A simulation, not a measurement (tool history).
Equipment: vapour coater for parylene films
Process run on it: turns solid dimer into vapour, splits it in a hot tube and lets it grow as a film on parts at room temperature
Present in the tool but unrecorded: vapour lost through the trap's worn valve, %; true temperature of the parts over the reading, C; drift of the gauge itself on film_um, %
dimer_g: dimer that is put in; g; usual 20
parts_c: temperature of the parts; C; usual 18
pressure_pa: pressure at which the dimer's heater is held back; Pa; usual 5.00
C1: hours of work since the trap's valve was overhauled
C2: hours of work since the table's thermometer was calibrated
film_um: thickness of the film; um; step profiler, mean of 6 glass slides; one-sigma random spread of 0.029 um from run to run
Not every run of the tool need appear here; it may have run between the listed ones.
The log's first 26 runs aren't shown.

Run 27, hour 405.9: usual settings but dimer_g 11 g, parts_c 19 C, pressure_pa 2.05 Pa; C1 328; C2 222. Result: film_um 3.86 um.
Run 28, hour 423.4: usual settings but dimer_g 11 g, parts_c 19 C, pressure_pa 2.05 Pa; C1 335; C2 229. Result: film_um 3.85 um.
Run 29, hour 438.1: usual settings but parts_c 17 C, pressure_pa 6.80 Pa; C1 341; C2 235. Result: film_um 5.88 um.
Run 30, hour 449.1: usual settings but dimer_g 25 g, pressure_pa 4.28 Pa; C1 346; C2 240. Result: film_um 7.80 um.
Run 31, hour 459.9: usual settings but dimer_g 25 g, pressure_pa 4.28 Pa; C1 350; C2 244. Result: film_um 7.76 um.
Run 32, hour 473.6: usual settings but dimer_g 25 g, pressure_pa 4.28 Pa; C1 356; C2 250. Result: film_um 7.84 um.
Run 33, hour 483.3: usual settings but dimer_g 29 g, parts_c 12 C, pressure_pa 11.47 Pa; C1 360; C2 254. Result: film_um 8.48 um.
Run 34, hour 499.6: usual settings but dimer_g 8 g, parts_c 12 C, pressure_pa 5.95 Pa; C1 367; C2 260. Result: film_um 2.61 um.
At hour 512.0: trap's valve overhauled.
Run 35, hour 518.8: usual settings but dimer_g 15 g, parts_c 12 C, pressure_pa 6.68 Pa; C1 3; C2 267. Result: film_um 4.82 um.
At hour 526.0: gauge calibrated.
Run 36, hour 533.7: usual settings but dimer_g 15 g, parts_c 12 C, pressure_pa 6.68 Pa; C1 9; C2 273. Result: film_um 4.91 um.
Run 37, hour 551.0: usual settings but dimer_g 34 g, pressure_pa 10.47 Pa; C1 16; C2 280. Result: film_um 9.27 um.
Run 38, hour 562.5: usual settings but dimer_g 30 g, pressure_pa 10.47 Pa; C1 21; C2 284. Result: film_um 8.18 um.
Run 39, hour 572.2: usual settings but dimer_g 30 g, pressure_pa 10.47 Pa; C1 25; C2 288. Result: film_um 8.21 um.
Run 40, hour 583.2: usual settings but dimer_g 14 g, parts_c 23 C; C1 29; C2 293. Result: film_um 3.92 um.
Run 41, hour 597.1: usual settings but dimer_g 14 g, parts_c 23 C; C1 35; C2 299. Result: film_um 3.96 um.
Run 42, hour 613.0: usual settings but dimer_g 27 g, parts_c 20 C, pressure_pa 7.42 Pa; C1 41; C2 305. Result: film_um 7.46 um.
Run 43, hour 634.9: usual settings but dimer_g 32 g, parts_c 10 C, pressure_pa 6.66 Pa; C1 50; C2 314. Result: film_um 10.76 um.
Run 44, hour 646.4: usual settings but dimer_g 10 g, pressure_pa 2.65 Pa; C1 55; C2 319. Result: film_um 3.38 um.
Run 45, hour 667.5: usual settings but dimer_g 9 g, parts_c 11 C, pressure_pa 7.25 Pa; C1 63; C2 327. Result: film_um 2.88 um.
Run 46, hour 681.4: usual settings but dimer_g 9 g, parts_c 11 C, pressure_pa 7.25 Pa; C1 69; C2 333. Result: film_um 2.90 um.
Run 47, hour 701.1: usual settings but dimer_g 10 g, parts_c 16 C, pressure_pa 9.11 Pa; C1 77; C2 341. Result: film_um 2.84 um.

Predict each of these 4 candidate next runs independently; none follows another, all start after run 47:
Run A, hour 722.7: usual settings but parts_c 20 C; C1 86; C2 350. Result: film_um ?.
Run B, hour 722.7: usual settings but pressure_pa 3.23 Pa; C1 86; C2 350. Result: film_um ?.
Run C, hour 722.7: usual settings but dimer_g 33 g, parts_c 27 C, pressure_pa 5.06 Pa; C1 86; C2 350. Result: film_um ?.
Run D, hour 722.7: usual settings but dimer_g 11 g, parts_c 12 C, pressure_pa 6.88 Pa; C1 86; C2 350. Result: film_um ?.

run  film_um
  A     5.89
  B     6.56
  C     8.64
  D     3.50
The same runs, with their run-to-run variation unchanged, on a tool lacking any hidden condition would have given:
run  film_um
  A     6.01
  B     6.70
  C     8.82
  D     3.57
